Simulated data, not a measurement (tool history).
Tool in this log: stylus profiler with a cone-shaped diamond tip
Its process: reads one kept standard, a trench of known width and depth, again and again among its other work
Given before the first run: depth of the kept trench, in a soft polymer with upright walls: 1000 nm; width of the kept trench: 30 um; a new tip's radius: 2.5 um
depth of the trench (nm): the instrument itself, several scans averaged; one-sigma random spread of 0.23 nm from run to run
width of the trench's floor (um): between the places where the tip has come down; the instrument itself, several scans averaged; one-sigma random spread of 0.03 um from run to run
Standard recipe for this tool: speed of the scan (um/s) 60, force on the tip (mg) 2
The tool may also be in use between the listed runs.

run    hour  speed of the scan (um/s)  force on the tip (mg)  depth of the trench (nm)  width of the trench's floor (um)
  1       0                        60                      2                   1013.46                             25.46
  2    68.4                        60                      2                   1013.89                             25.47
  3   189.7                        60                      2                   1014.23                             25.36
  4   256.4                        60                      2                    1014.1                              25.3
  5   339.4                        36                      2                   1014.39                             25.41
  6   467.4                        36                      2                   1014.17                             25.36
  7   532.2                        36                      2                   1014.39                             25.35
  8   632.5                        16                      2                   1014.21                             25.38
  9   727.7                        16                      2                    1014.6                             25.38
 10     831                        60                      2                   1014.35                             24.99
 11   884.2                        60                      2                   1014.68                             24.95
 12   945.3                        60                      2                   1014.36                             24.94
 13  1020.3                        60                      2                   1014.24                             24.91
 14  1136.9                        60                      2                   1014.64                             24.87
 15  1199.2                        60                      2                   1014.54                             24.87
 16  1306.9                        29                   2.81                   1018.35                                25
 17  1394.5                        28                   1.97                   1014.81                             24.92
 18  1463.5                        28                   1.97                   1015.06                             24.84
 19  1588.3                        60                   3.54                   1021.64                             24.65
 20  1657.9                       149                   1.48                   1013.06                             23.83
 21  1771.7                        41                   3.67                   1022.03                             24.68
 22    1825                        49                   1.72                   1013.96                             24.56
 23  1921.4                        96                   5.64                   1028.85                             24.49
 24  2001.3                       123                   1.24                   1012.45                             23.82
 25  2100.2                        91                   4.29                   1024.27                             24.36
 26  2195.1                       129                   2.41                   1017.45                             23.95
 27  2266.6                       101                   2.54                   1018.31                             24.08
 28    2326                       101                   2.54                   1018.19                             24.05
 29    2422                       101                   2.54                   1018.11                             24.03
 30  2477.9                       223                   4.36                   1025.24                             23.63

Branching from run 30: 5 alternative next runs. What would each branch give?
  A  2552.3                        38                   4.15                         ?                                 ?
  B  2552.3                        60                   1.04                         ?                                 ?
  C  2552.3                       135                    3.5                         ?                                 ?
  D  2552.3                        38                   1.34                         ?                                 ?
  E  2552.3                        55                   0.88                         ?                                 ?

run  depth of the trench (nm)  width of the trench's floor (um)
  A                    1024.6                              24.4
  B                   1011.08                             24.02
  C                      1022                             23.91
  D                   1012.55                             24.22
  E                   1010.11                             24.05
What these runs would have given with no unlogged condition in the tool:
run  depth of the trench (nm)  width of the trench's floor (um)
  A                    1022.2                             25.87
  B                   1008.71                              25.5
  C                   1019.61                             25.39
  D                   1010.18                              25.7
  E                   1007.75                             25.53
